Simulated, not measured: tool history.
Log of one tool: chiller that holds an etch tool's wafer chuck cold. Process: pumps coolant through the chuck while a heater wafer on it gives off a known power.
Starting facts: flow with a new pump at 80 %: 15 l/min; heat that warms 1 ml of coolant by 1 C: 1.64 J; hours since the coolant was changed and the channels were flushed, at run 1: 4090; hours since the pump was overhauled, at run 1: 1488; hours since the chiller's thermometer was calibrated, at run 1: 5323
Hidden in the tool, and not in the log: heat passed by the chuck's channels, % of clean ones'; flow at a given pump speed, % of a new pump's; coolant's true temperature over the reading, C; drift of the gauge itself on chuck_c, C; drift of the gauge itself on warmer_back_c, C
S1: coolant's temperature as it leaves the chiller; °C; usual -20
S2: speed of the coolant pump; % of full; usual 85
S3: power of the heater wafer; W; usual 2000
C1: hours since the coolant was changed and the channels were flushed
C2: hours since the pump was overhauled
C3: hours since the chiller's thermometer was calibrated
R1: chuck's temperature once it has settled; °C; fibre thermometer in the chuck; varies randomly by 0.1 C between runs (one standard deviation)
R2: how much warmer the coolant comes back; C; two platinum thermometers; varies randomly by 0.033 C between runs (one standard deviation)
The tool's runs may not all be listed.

run 1 hour=0.0 | S1=-20 S2=85 S3=2000 | C1=4090 C2=1488 C3=5323 | R1=-4.9 R2=4.71
run 2 hour=30.7 | S1=-20 S2=85 S3=2000 | C1=4121 C2=1518 C3=5353 | R1=-5.0 R2=4.68
run 3 hour=52.6 | S1=-20 S2=85 S3=2000 | C1=4143 C2=1540 C3=5375 | R1=-4.9 R2=4.72
run 4 hour=85.8 | S1=-20 S2=82 S3=2000 | C1=4176 C2=1573 C3=5408 | R1=-4.5 R2=4.87
run 5 hour=118.8 | S1=-20 S2=82 S3=2000 | C1=4209 C2=1606 C3=5441 | R1=-4.3 R2=4.88
run 6 hour=157.2 | S1=-20 S2=85 S3=1668 | C1=4247 C2=1645 C3=5480 | R1=-7.1 R2=3.95
run 7 hour=180.8 | S1=-20 S2=85 S3=1163 | C1=4271 C2=1669 C3=5503 | R1=-10.8 R2=2.75
-- hour=217.5 chiller's thermometer calibrated
run 8 hour=223.8 | S1=-20 S2=85 S3=1163 | C1=4313 C2=1711 C3=6 | R1=-10.8 R2=2.71
run 9 hour=248.6 | S1=-20 S2=85 S3=1163 | C1=4337 C2=1735 C3=31 | R1=-10.9 R2=2.73
run 10 hour=292.2 | S1=-20 S2=85 S3=1163 | C1=4381 C2=1779 C3=75 | R1=-10.7 R2=2.70
run 11 hour=326.4 | S1=-20 S2=72 S3=2000 | C1=4415 C2=1813 C3=109 | R1=-2.5 R2=5.62
-- hour=338.7 chiller's thermometer calibrated, once more
run 12 hour=360.7 | S1=-20 S2=72 S3=2000 | C1=4449 C2=1846 C3=22 | R1=-3.2 R2=5.69
run 13 hour=381.5 | S1=-20 S2=72 S3=2000 | C1=4469 C2=1867 C3=43 | R1=-3.0 R2=5.60
run 14 hour=410.7 | S1=-20 S2=85 S3=2000 | C1=4499 C2=1896 C3=72 | R1=-5.3 R2=4.71
run 15 hour=439.8 | S1=-20 S2=83 S3=2000 | C1=4528 C2=1926 C3=101 | R1=-4.9 R2=4.82
run 16 hour=466.5 | S1=-20 S2=96 S3=2000 | C1=4554 C2=1952 C3=128 | R1=-6.8 R2=4.17
run 17 hour=499.5 | S1=-20 S2=96 S3=2000 | C1=4587 C2=1985 C3=161 | R1=-6.7 R2=4.18
run 18 hour=524.9 | S1=-14 S2=89 S3=2548 | C1=4613 C2=2011 C3=186 | R1=4.0 R2=5.76
run 19 hour=547.9 | S1=-20 S2=95 S3=2000 | C1=4636 C2=2034 C3=209 | R1=-6.7 R2=4.18
run 20 hour=581.3 | S1=-17 S2=95 S3=2000 | C1=4669 C2=2067 C3=243 | R1=-3.5 R2=4.23
run 21 hour=601.4 | S1=-30 S2=93 S3=1076 | C1=4689 C2=2087 C3=263 | R1=-22.5 R2=2.31
run 22 hour=642.9 | S1=-17 S2=93 S3=1855 | C1=4731 C2=2129 C3=304 | R1=-4.2 R2=3.96
run 23 hour=676.2 | S1=-17 S2=93 S3=1781 | C1=4764 C2=2162 C3=337 | R1=-4.8 R2=3.81
run 24 hour=714.8 | S1=-26 S2=85 S3=2000 | C1=4803 C2=2201 C3=376 | R1=-11.2 R2=4.75
run 25 hour=756.4 | S1=-11 S2=67 S3=1646 | C1=4844 C2=2242 C3=418 | R1=3.8 R2=4.97

Run 26 comes next. What will it give?
run 26 hour=781.5 | S1=-18 S2=94 S3=1255 | C1=4869 C2=2267 C3=443 | R1=? R2=?

R1: -9.3 °C
R2: 2.65 C
Without the tool's hidden state the same run would have given R1 -10.3 °C, R2 2.56 C.
